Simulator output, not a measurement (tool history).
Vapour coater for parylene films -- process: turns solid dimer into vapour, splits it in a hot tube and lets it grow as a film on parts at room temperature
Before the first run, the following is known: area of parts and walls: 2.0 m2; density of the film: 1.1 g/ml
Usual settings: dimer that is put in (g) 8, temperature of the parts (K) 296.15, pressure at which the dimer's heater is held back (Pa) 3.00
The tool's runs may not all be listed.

| run | hour | dimer that is put in (g) | temperature of the parts (K) | pressure at which the dimer's heater is held back (Pa) | thickness of the film (µm) |
|---|---|---|---|---|---|
| 1 | 0.0 | 8 | 296.15 | 3.00 | 2.78 |
| 2 | 24.7 | 8 | 296.15 | 2.02 | 2.96 |
| 3 | 60.5 | 11 | 296.15 | 3.00 | 3.91 |
| 4 | 92.2 | 11 | 296.15 | 3.75 | 3.75 |
| 5 | 126.2 | 8 | 290.15 | 3.00 | 3.42 |
| 6 | 163.7 | 8 | 290.15 | 3.00 | 3.43 |
| 7 | 200.6 | 8 | 290.15 | 3.78 | 3.40 |
| 8 | 248.6 | 8 | 296.15 | 3.00 | 2.80 |
| 9 | 297.9 | 8 | 296.15 | 3.00 | 2.72 |
| 10 | 336.9 | 14 | 296.15 | 3.00 | 4.72 |
| 11 | 383.2 | 8 | 299.15 | 3.00 | 2.27 |
| 12 | 418.8 | 8 | 299.15 | 3.00 | 2.37 |
| 13 | 469.4 | 8 | 299.15 | 3.00 | 2.31 |
| 14 | 514.5 | 8 | 299.15 | 3.00 | 2.27 |
| 15 | 547.1 | 8 | 299.15 | 3.00 | 2.30 |
| 16 | 579.5 | 9 | 299.15 | 6.51 | 2.33 |
| 17 | 622.3 | 5 | 306.15 | 5.60 | 0.94 |
| 18 | 646.4 | 5 | 306.15 | 5.60 | 0.96 |
|  | 677.0 | trap's valve overhauled |
| 19 | 691.8 | 5 | 298.15 | 5.66 | 1.48 |
| 20 | 729.3 | 4 | 296.15 | 2.19 | 1.44 |
| 21 | 754.7 | 4 | 296.15 | 2.19 | 1.47 |

4 ways to go on from here, each from the tool as it stands after run 21. What would each give?
| A | 782.2 | 5 | 301.15 | 2.19 | ? |
| B | 782.2 | 7 | 302.15 | 3.00 | ? |
| C | 782.2 | 4 | 294.15 | 2.19 | ? |
| D | 782.2 | 4 | 296.15 | 3.00 | ? |

| run | thickness of the film (µm) |
|---|---|
| A | 1.43 |
| B | 1.83 |
| C | 1.58 |
| D | 1.41 |
What these runs would have given with no unlogged condition in the tool:
| run | thickness of the film (µm) |
|---|---|
| A | 1.51 |
| B | 1.95 |
| C | 1.68 |
| D | 1.49 |
